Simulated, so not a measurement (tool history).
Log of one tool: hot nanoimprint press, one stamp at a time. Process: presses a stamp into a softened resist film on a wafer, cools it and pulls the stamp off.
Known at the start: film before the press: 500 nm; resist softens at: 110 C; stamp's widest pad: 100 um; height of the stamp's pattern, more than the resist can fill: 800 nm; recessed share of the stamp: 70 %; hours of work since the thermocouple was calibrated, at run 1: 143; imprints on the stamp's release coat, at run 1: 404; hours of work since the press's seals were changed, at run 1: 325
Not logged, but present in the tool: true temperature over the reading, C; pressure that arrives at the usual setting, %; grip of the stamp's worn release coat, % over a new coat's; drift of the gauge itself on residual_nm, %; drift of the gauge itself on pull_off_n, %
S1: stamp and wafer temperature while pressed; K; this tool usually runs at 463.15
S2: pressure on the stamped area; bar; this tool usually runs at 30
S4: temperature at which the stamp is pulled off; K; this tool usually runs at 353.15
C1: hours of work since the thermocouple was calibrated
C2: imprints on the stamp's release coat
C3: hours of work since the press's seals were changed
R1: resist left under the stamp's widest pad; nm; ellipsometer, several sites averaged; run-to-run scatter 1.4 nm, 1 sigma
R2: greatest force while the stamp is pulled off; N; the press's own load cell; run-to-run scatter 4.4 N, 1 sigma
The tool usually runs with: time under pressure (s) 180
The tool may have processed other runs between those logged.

Run 1, day 0: usual settings; C1 143; C2 404; C3 325. Result: R1 231.4 nm, R2 242 N.
Run 2, day 1.108: usual settings; C1 155; C2 481; C3 337. Result: R1 230.7 nm, R2 234 N.
Run 3, day 1.942: usual settings; C1 164; C2 539; C3 346. Result: R1 230.2 nm, R2 244 N.
Run 4, day 2.779: usual settings; C1 173; C2 597; C3 355. Result: R1 231.5 nm, R2 243 N.
Run 5, day 3.321: usual settings but S1 457.15 K; C1 179; C2 635; C3 360. Result: R1 286.2 nm, R2 251 N.
Run 6, day 4.375: usual settings but S1 457.15 K; C1 191; C2 708; C3 372. Result: R1 283.7 nm, R2 253 N.
Run 7, day 5.442: usual settings but S1 457.15 K; C1 202; C2 782; C3 383. Result: R1 284.1 nm, R2 260 N.
Run 8, day 6.462: usual settings but S1 457.15 K; C1 213; C2 853; C3 394. Result: R1 285.1 nm, R2 256 N.
Run 9, day 7.412: usual settings but S2 38.6 bar; C1 223; C2 919; C3 405. Result: R1 209.5 nm, R2 264 N.
At day 8.15: stamp cleaned and given a new release coat.
Run 10, day 8.229: usual settings but S2 38.6 bar; C1 230; C2 5; C3 411. Result: R1 208.9 nm, R2 214 N.
Run 11, day 9.05: usual settings but S2 38.6 bar; C1 238; C2 63; C3 420. Result: R1 210.5 nm, R2 218 N.
Run 12, day 10.046: usual settings; C1 249; C2 132; C3 430. Result: R1 235.9 nm, R2 219 N.
At day 10.346: plate thermocouple calibrated.
Run 13, day 11.271: usual settings; C1 10; C2 208; C3 442. Result: R1 226.7 nm, R2 229 N.
Run 14, day 12.188: usual settings; C1 20; C2 272; C3 452. Result: R1 227.1 nm, R2 226 N.
Run 15, day 13.004: usual settings; C1 29; C2 328; C3 461. Result: R1 226.6 nm, R2 239 N.
Run 16, day 14.208: usual settings; C1 42; C2 412; C3 474. Result: R1 229.7 nm, R2 231 N.
Run 17, day 14.804: usual settings but time under pressure (s) 164; C1 48; C2 453; C3 481. Result: R1 234.3 nm, R2 245 N.
Run 18, day 15.658: usual settings but S1 466.15 K, S2 36 bar, time under pressure (s) 96, S4 360.15 K; C1 57; C2 513; C3 490. Result: R1 241.9 nm, R2 193 N.
Run 19, day 16.542: usual settings but S1 455.15 K; C1 67; C2 574; C3 499. Result: R1 297 nm, R2 238 N.

For run 20, what comes out?
Run 20, day 17.383: usual settings but S1 459.15 K; C1 76; C2 632; C3 508. Result: R1 ?, R2 ?.

{"run 20": {"R1": 265.2, "R2": 249}}
Had the tool carried no hidden state, the very same run would have given R1 258.2 nm, R2 216 N.
